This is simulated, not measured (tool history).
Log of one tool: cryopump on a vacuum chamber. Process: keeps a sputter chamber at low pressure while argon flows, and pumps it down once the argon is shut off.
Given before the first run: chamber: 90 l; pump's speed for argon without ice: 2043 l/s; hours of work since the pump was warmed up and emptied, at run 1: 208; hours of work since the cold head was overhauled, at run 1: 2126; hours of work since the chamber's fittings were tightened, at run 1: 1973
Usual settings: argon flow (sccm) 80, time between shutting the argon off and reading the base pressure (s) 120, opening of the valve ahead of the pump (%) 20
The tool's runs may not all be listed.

run	hour	argon flow (sccm)	time between shutting the argon off and reading the base pressure (s)	opening of the valve ahead of the pump (%)	hours of work since the pump was warmed up and emptied	hours of work since the cold head was overhauled	hours of work since the chamber's fittings were tightened	pressure while argon flows (Pa)	pressure after the wait (uPa)
1	0	80	120	20	208	2126	1973	0.3361	1
2	62.5	80	120	20	255	2172	2020	0.334	1.01
3	112.9	80	35	20	292	2210	2057	0.334	2.33
4	161.1	80	35	20	328	2246	2093	0.3343	2.32
5	212.9	80	35	20	366	2284	2131	0.3386	2.43
6	276.6	80	35	20	414	2331	2179	0.3355	2.4
7	343.7	80	28	20	464	2381	2229	0.3384	2.93
8	413.3	37	292	47	515	2433	2280	0.0688	0.74
9	444	45	242	56	538	2456	2303	0.0716	0.79
10	483.5	47	137	41	567	2485	2332	0.1004	0.96
11	520.4	119	137	55	595	2513	2360	0.1922	1.02

Hidden state or all else? Some run-to-run changes of pressure while argon flows (Pa), split into what the settings, what came in and random variation would give without the hidden state, and what is left for the hidden state (with any gauge scatter that isn't in both results):
The hidden state here: pump's speed, % of a pump's without ice; cold plate's temperature, K; leak into the chamber, uPa l/s; drift of the gauge itself on working_pa, %; drift of the gauge itself on base_upa, %.
Run 7 -> 8: argon flow (sccm) 80 -> 37, time between shutting the argon off and reading the base pressure (s) 28 -> 292, opening of the valve ahead of the pump (%) 20 -> 47. pressure while argon flows (Pa) -0.2696: hidden state -0.0036, all else -0.266.
Run 10 -> 11: argon flow (sccm) 47 -> 119, opening of the valve ahead of the pump (%) 41 -> 55. pressure while argon flows (Pa) +0.0918: hidden state +0.0089, all else +0.0829.

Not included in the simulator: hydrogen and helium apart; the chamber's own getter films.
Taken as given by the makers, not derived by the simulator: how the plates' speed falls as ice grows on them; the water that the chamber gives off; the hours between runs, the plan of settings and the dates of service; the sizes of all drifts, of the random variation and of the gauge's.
